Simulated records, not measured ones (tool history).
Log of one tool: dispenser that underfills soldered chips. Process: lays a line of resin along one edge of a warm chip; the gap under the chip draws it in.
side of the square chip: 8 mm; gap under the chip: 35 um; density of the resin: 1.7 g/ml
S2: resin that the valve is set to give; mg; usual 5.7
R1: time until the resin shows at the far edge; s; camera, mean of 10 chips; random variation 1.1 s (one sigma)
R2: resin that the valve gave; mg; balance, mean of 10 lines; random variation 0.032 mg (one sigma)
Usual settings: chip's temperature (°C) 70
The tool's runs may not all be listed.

Run 1, hour 0: usual settings. Result: R1 146.6 s, R2 5.71 mg.
At hour 3.7: new syringe of resin.
Run 2, hour 6.7: usual settings. Result: R1 125.2 s, R2 5.67 mg.
At hour 13.4: new syringe of resin.
Run 3, hour 16.7: usual settings. Result: R1 125.9 s, R2 5.64 mg.
At hour 22.8: new syringe of resin.
Run 4, hour 26.1: usual settings. Result: R1 128.6 s, R2 5.67 mg.
At hour 32.1: new syringe of resin.
Run 5, hour 33: usual settings. Result: R1 113.1 s, R2 5.61 mg.
At hour 41.1: new syringe of resin.
Run 6, hour 41.1: usual settings. Result: R1 110.1 s, R2 5.66 mg.
At hour 50: new syringe of resin.
Run 7, hour 50: usual settings but chip's temperature (°C) 65. Result: R1 134.5 s, R2 5.54 mg.
At hour 59.3: new syringe of resin.
Run 8, hour 60.9: usual settings but S2 5.14 mg. Result: R1 117.7 s, R2 5.08 mg.
Run 9, hour 66.6: usual settings but S2 5.14 mg. Result: R1 157 s, R2 5.08 mg.
At hour 68.8: new syringe of resin.
Run 10, hour 77.2: usual settings but S2 5.14 mg. Result: R1 170.5 s, R2 5.06 mg.
At hour 78.2: new syringe of resin.
Run 11, hour 82.7: usual settings but S2 5.14 mg. Result: R1 140.4 s, R2 5.04 mg.
At hour 87.6: new syringe of resin.
Run 12, hour 89.3: usual settings but S2 6.32 mg. Result: R1 115.2 s, R2 6.16 mg.
At hour 96.6: new syringe of resin.
Run 13, hour 100.7: usual settings but S2 6.32 mg. Result: R1 132.8 s, R2 6.13 mg.
At hour 105.6: new syringe of resin.
Run 14, hour 106.1: usual settings. Result: R1 111.7 s, R2 5.48 mg.
Run 15, hour 113.9: usual settings. Result: R1 168.1 s, R2 5.53 mg.
At hour 114.9: new syringe of resin.
At hour 115.9: dispensing valve cleaned and set on the balance.
Run 16, hour 124.4: usual settings. Result: R1 170.5 s, R2 5.69 mg.
At hour 125.6: new syringe of resin.
Run 17, hour 129.6: usual settings but chip's temperature (°C) 57, S2 6.91 mg. Result: R1 232.3 s, R2 6.87 mg.
At hour 134.7: new syringe of resin.
Run 18, hour 136: usual settings but chip's temperature (°C) 57, S2 6.91 mg. Result: R1 204.5 s, R2 6.87 mg.
At hour 144: new syringe of resin.
Run 19, hour 144: usual settings but chip's temperature (°C) 83, S2 5.83 mg. Result: R1 62.9 s, R2 5.8 mg.
At hour 153.1: new syringe of resin.
Run 20, hour 153.1: usual settings but chip's temperature (°C) 80, S2 6.07 mg. Result: R1 71.7 s, R2 5.94 mg.
Run 21, hour 159.4: usual settings but chip's temperature (°C) 56, S2 7.24 mg. Result: R1 271 s, R2 7.13 mg.
At hour 162: new syringe of resin.
Run 22, hour 169: usual settings but chip's temperature (°C) 72, S2 5.74 mg. Result: R1 141.8 s, R2 5.71 mg.
At hour 171.3: new syringe of resin.
At hour 180.5: new syringe of resin.
Run 23, hour 180.5: usual settings but chip's temperature (°C) 63, S2 5 mg. Result: R1 151.8 s, R2 4.94 mg.
Run 24, hour 186.3: usual settings but chip's temperature (°C) 79, S2 5 mg. Result: R1 103.2 s, R2 4.89 mg.
At hour 189.5: new syringe of resin.
Run 25, hour 196.5: usual settings but chip's temperature (°C) 79, S2 5.09 mg. Result: R1 107.8 s, R2 5.02 mg.
At hour 198.7: new syringe of resin.
Run 26, hour 202.3: usual settings but chip's temperature (°C) 79, S2 5.09 mg. Result: R1 91.6 s, R2 4.97 mg.
At hour 207.8: new syringe of resin.
Run 27, hour 210.9: usual settings but chip's temperature (°C) 79, S2 5.09 mg. Result: R1 93.8 s, R2 5.04 mg.
At hour 217.1: new syringe of resin.
Run 28, hour 220.8: usual settings but chip's temperature (°C) 55, S2 5.09 mg. Result: R1 267.5 s, R2 4.93 mg.
At hour 226: new syringe of resin.
Run 29, hour 232.3: usual settings but chip's temperature (°C) 56, S2 6.31 mg. Result: R1 281.7 s, R2 6.1 mg.
At hour 235.4: new syringe of resin.
At hour 240.4: dispensing valve cleaned and set on the balance.
Run 30, hour 242.6: usual settings but chip's temperature (°C) 83, S2 6.63 mg. Result: R1 84.5 s, R2 6.66 mg.

The same runs without the tool's hidden state, with the same run-to-run variation:
The hidden state here: resin's viscosity, % of fresh resin's; dose that the valve gives, % of what is set; true chip temperature over the reading, C; drift of the gauge itself on fill_s, %; drift of the gauge itself on given_mg, %.
run     R1    R2
  1  105.3  5.71
  2  106.7  5.68
  3  106.8  5.67
  4  107.4  5.71
  5  107.3  5.67
  6  107.8  5.73
  7  132.2  5.62
  8  107.9  5.18
  9  108.1  5.18
 10  108.2  5.18
 11  108.6  5.17
 12  104.5  6.32
 13  105.7  6.31
 14  107.2  5.65
 15  109.2  5.72
 16  106.7   5.7
 17  186.7   6.9
 18  188.3  6.91
 19   61.5  5.85
 20   70.1     6
 21  192.9  7.21
 22   98.2   5.8
 23  146.8  5.03
 24   74.6  4.99
 25   74.1  5.13
 26   74.2  5.09
 27   76.8  5.17
 28  214.1  5.07
 29  195.9   6.3
 30   60.6  6.66

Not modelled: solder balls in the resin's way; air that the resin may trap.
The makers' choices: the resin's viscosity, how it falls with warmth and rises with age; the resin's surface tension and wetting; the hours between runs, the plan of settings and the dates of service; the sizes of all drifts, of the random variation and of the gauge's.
